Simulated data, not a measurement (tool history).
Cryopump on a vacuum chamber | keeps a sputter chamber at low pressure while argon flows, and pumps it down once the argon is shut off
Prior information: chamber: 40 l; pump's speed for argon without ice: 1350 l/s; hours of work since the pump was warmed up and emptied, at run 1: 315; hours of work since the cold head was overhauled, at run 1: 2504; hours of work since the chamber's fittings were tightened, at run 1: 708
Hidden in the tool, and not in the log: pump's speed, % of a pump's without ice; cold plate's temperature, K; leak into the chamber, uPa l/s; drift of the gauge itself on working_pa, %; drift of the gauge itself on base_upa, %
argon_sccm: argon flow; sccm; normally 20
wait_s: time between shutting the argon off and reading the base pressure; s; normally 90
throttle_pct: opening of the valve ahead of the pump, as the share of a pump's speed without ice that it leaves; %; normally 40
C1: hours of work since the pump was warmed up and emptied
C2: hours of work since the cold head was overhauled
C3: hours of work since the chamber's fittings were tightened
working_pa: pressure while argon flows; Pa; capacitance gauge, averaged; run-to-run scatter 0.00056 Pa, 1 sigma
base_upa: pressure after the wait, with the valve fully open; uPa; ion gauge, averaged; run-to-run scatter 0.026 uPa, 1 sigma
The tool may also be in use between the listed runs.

run 1 hour=0 | argon_sccm=20 wait_s=90 throttle_pct=40 | C1=315 C2=2504 C3=708 | working_pa=0.0705 base_upa=1.71
run 2 hour=67.4 | argon_sccm=20 wait_s=90 throttle_pct=40 | C1=368 C2=2558 C3=761 | working_pa=0.07 base_upa=1.84
run 3 hour=150.4 | argon_sccm=20 wait_s=90 throttle_pct=40 | C1=434 C2=2623 C3=827 | working_pa=0.0727 base_upa=1.97
run 4 hour=217.2 | argon_sccm=20 wait_s=90 throttle_pct=40 | C1=487 C2=2676 C3=880 | working_pa=0.073 base_upa=2.02
-- hour=253.3 pump warmed up, emptied and cooled again
run 5 hour=280.1 | argon_sccm=20 wait_s=90 throttle_pct=40 | C1=21 C2=2722 C3=926 | working_pa=0.0639 base_upa=1.71
run 6 hour=372.5 | argon_sccm=20 wait_s=90 throttle_pct=27 | C1=95 C2=2795 C3=999 | working_pa=0.0949 base_upa=1.8
run 7 hour=447.5 | argon_sccm=20 wait_s=90 throttle_pct=27 | C1=154 C2=2855 C3=1059 | working_pa=0.0969 base_upa=1.91
run 8 hour=515.4 | argon_sccm=20 wait_s=90 throttle_pct=27 | C1=208 C2=2909 C3=1112 | working_pa=0.0977 base_upa=1.91
run 9 hour=563.2 | argon_sccm=20 wait_s=90 throttle_pct=27 | C1=246 C2=2947 C3=1150 | working_pa=0.0982 base_upa=2.08
run 10 hour=628.9 | argon_sccm=20 wait_s=90 throttle_pct=27 | C1=298 C2=2999 C3=1202 | working_pa=0.0997 base_upa=2.08
run 11 hour=691.5 | argon_sccm=20 wait_s=90 throttle_pct=40 | C1=347 C2=3048 C3=1252 | working_pa=0.0695 base_upa=2.19
run 12 hour=765.8 | argon_sccm=9 wait_s=90 throttle_pct=40 | C1=406 C2=3107 C3=1311 | working_pa=0.0333 base_upa=2.34
run 13 hour=854 | argon_sccm=9 wait_s=90 throttle_pct=40 | C1=476 C2=3177 C3=1381 | working_pa=0.0334 base_upa=2.5
-- hour=905.6 pump warmed up, emptied and cooled again
run 14 hour=962.6 | argon_sccm=9 wait_s=90 throttle_pct=40 | C1=45 C2=3259 C3=1463 | working_pa=0.0294 base_upa=2.08
run 15 hour=1045.5 | argon_sccm=15 wait_s=90 throttle_pct=40 | C1=111 C2=3325 C3=1529 | working_pa=0.0483 base_upa=2.23
run 16 hour=1100.4 | argon_sccm=20 wait_s=90 throttle_pct=40 | C1=154 C2=3369 C3=1572 | working_pa=0.0659 base_upa=2.17
run 17 hour=1178.5 | argon_sccm=20 wait_s=90 throttle_pct=40 | C1=216 C2=3431 C3=1634 | working_pa=0.067 base_upa=2.32
run 18 hour=1234.2 | argon_sccm=20 wait_s=35 throttle_pct=40 | C1=261 C2=3475 C3=1678 | working_pa=0.0677 base_upa=3.71
run 19 hour=1303.4 | argon_sccm=8 wait_s=68 throttle_pct=19 | C1=315 C2=3530 C3=1733 | working_pa=0.0563 base_upa=2.87
run 20 hour=1363.4 | argon_sccm=8 wait_s=68 throttle_pct=19 | C1=363 C2=3577 C3=1781 | working_pa=0.0563 base_upa=2.9
run 21 hour=1458.9 | argon_sccm=8 wait_s=68 throttle_pct=19 | C1=439 C2=3653 C3=1857 | working_pa=0.0564 base_upa=3.01
run 22 hour=1523.5 | argon_sccm=9 wait_s=32 throttle_pct=18 | C1=490 C2=3704 C3=1908 | working_pa=0.0674 base_upa=4.51
-- hour=1554.9 pump warmed up, emptied and cooled again
run 23 hour=1610.7 | argon_sccm=9 wait_s=130 throttle_pct=27 | C1=44 C2=3769 C3=1973 | working_pa=0.0417 base_upa=2.13
run 24 hour=1700.4 | argon_sccm=10 wait_s=90 throttle_pct=47 | C1=115 C2=3840 C3=2044 | working_pa=0.0283 base_upa=2.5
run 25 hour=1768 | argon_sccm=9 wait_s=107 throttle_pct=47 | C1=169 C2=3894 C3=2098 | working_pa=0.0258 base_upa=2.44
run 26 hour=1831.3 | argon_sccm=20 wait_s=226 throttle_pct=40 | C1=219 C2=3944 C3=2148 | working_pa=0.0678 base_upa=2.07
run 27 hour=1879.9 | argon_sccm=20 wait_s=226 throttle_pct=40 | C1=258 C2=3983 C3=2186 | working_pa=0.0684 base_upa=2.28
run 28 hour=1935.5 | argon_sccm=10 wait_s=90 throttle_pct=19 | C1=302 C2=4027 C3=2231 | working_pa=0.0693 base_upa=2.9
run 29 hour=2000.2 | argon_sccm=10 wait_s=77 throttle_pct=19 | C1=353 C2=4078 C3=2282 | working_pa=0.0695 base_upa=2.97
run 30 hour=2057.5 | argon_sccm=10 wait_s=77 throttle_pct=19 | C1=399 C2=4124 C3=2327 | working_pa=0.0708 base_upa=3.19
run 31 hour=2114 | argon_sccm=10 wait_s=77 throttle_pct=19 | C1=443 C2=4168 C3=2372 | working_pa=0.0713 base_upa=3.34
-- hour=2202 pump warmed up, emptied and cooled again
run 32 hour=2207.2 | argon_sccm=12 wait_s=77 throttle_pct=19 | C1=4 C2=4238 C3=2442 | working_pa=0.0789 base_upa=2.8
run 33 hour=2273.1 | argon_sccm=12 wait_s=77 throttle_pct=19 | C1=56 C2=4291 C3=2494 | working_pa=0.0804 base_upa=2.8
run 34 hour=2357.2 | argon_sccm=20 wait_s=169 throttle_pct=20 | C1=123 C2=4357 C3=2561 | working_pa=0.1296 base_upa=2.43
run 35 hour=2420.4 | argon_sccm=20 wait_s=231 throttle_pct=32 | C1=173 C2=4407 C3=2611 | working_pa=0.0813 base_upa=2.4

3 options for the next run, each taken on its own from the tool as it stands now. Forecast them:
run A hour=2482.4 | argon_sccm=20 wait_s=90 throttle_pct=21 | C1=222 C2=4457 C3=2660 | working_pa=? base_upa=?
run B hour=2482.4 | argon_sccm=16 wait_s=136 throttle_pct=24 | C1=222 C2=4457 C3=2660 | working_pa=? base_upa=?
run C hour=2482.4 | argon_sccm=20 wait_s=61 throttle_pct=32 | C1=222 C2=4457 C3=2660 | working_pa=? base_upa=?

run=A working_pa=0.1235 base_upa=3.11
run=B working_pa=0.0874 base_upa=2.73
run=C working_pa=0.0833 base_upa=3.42
The same runs, with their run-to-run variation unchanged, on a tool lacking any hidden condition would have given:
run=A working_pa=0.1183 base_upa=1.13
run=B working_pa=0.0832 base_upa=0.79
run=C working_pa=0.0781 base_upa=1.48

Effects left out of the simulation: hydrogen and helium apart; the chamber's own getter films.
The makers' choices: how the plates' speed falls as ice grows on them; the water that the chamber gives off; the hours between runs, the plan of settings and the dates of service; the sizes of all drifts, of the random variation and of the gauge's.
